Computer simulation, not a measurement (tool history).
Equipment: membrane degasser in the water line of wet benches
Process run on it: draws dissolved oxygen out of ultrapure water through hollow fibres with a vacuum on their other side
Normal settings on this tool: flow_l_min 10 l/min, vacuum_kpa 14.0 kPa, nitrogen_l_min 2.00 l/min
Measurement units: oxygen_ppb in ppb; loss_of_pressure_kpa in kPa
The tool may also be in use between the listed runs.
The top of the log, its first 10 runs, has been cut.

| run | hour | flow_l_min | vacuum_kpa | nitrogen_l_min | oxygen_ppb | loss_of_pressure_kpa |
|---|---|---|---|---|---|---|
| 11 | 1786.2 | 10 | 14.0 | 2.00 | 147.9 | 47.29 |
| 12 | 1954.6 | 10 | 14.0 | 2.00 | 147.0 | 47.33 |
| 13 | 2199.4 | 10 | 14.0 | 2.00 | 146.1 | 47.42 |
|  | 2315.7 | vacuum gauge calibrated |
| 14 | 2373.9 | 10 | 14.0 | 2.00 | 148.6 | 47.52 |
| 15 | 2619.0 | 10 | 14.0 | 2.00 | 146.5 | 47.92 |
| 16 | 2834.7 | 10 | 14.0 | 2.00 | 149.2 | 47.50 |
| 17 | 2963.8 | 10 | 14.0 | 2.00 | 145.3 | 47.60 |
| 18 | 3193.7 | 14 | 13.9 | 1.59 | 248.3 | 66.84 |
| 19 | 3406.8 | 14 | 13.9 | 1.59 | 254.8 | 67.17 |
| 20 | 3554.5 | 10 | 9.6 | 2.88 | 71.3 | 47.62 |
|  | 3610.3 | vacuum gauge calibrated, once more |
| 21 | 3704.4 | 10 | 9.6 | 2.88 | 70.9 | 48.15 |
| 22 | 3908.0 | 10 | 9.6 | 2.88 | 69.6 | 48.08 |
| 23 | 4101.4 | 12 | 10.8 | 1.39 | 175.4 | 57.46 |
| 24 | 4216.2 | 12 | 10.8 | 1.39 | 172.2 | 57.53 |
| 25 | 4387.9 | 7 | 14.7 | 2.00 | 109.5 | 33.86 |
| 26 | 4545.5 | 7 | 14.0 | 1.87 | 109.6 | 33.89 |
| 27 | 4782.0 | 7 | 26.9 | 1.27 | 331.6 | 33.68 |
| 28 | 4961.7 | 8 | 14.0 | 1.66 | 139.2 | 38.63 |
| 29 | 5191.9 | 10 | 16.3 | 3.30 | 116.3 | 48.47 |
| 30 | 5396.7 | 9 | 14.0 | 2.00 | 133.7 | 43.81 |
| 31 | 5556.7 | 7 | 16.7 | 4.05 | 68.8 | 33.88 |
| 32 | 5664.1 | 7 | 16.7 | 4.05 | 69.0 | 33.70 |
| 33 | 5915.8 | 7 | 16.7 | 4.05 | 68.9 | 34.43 |

Consider 3 possible next runs. They are alternatives, not a sequence: every one starts from the tool as it was left by run 33. What does each give?
| A | 6084.4 | 7 | 14.0 | 2.00 | ? | ? |
| B | 6084.4 | 10 | 14.0 | 2.22 | ? | ? |
| C | 6084.4 | 15 | 14.0 | 2.00 | ? | ? |

| run | oxygen_ppb | loss_of_pressure_kpa |
|---|---|---|
| A | 104.2 | 34.25 |
| B | 137.7 | 48.79 |
| C | 230.7 | 73.20 |
The same runs, with their run-to-run variation unchanged, on a tool lacking any hidden condition would have given:
| run | oxygen_ppb | loss_of_pressure_kpa |
|---|---|---|
| A | 96.3 | 32.35 |
| B | 128.2 | 46.06 |
| C | 216.4 | 69.11 |
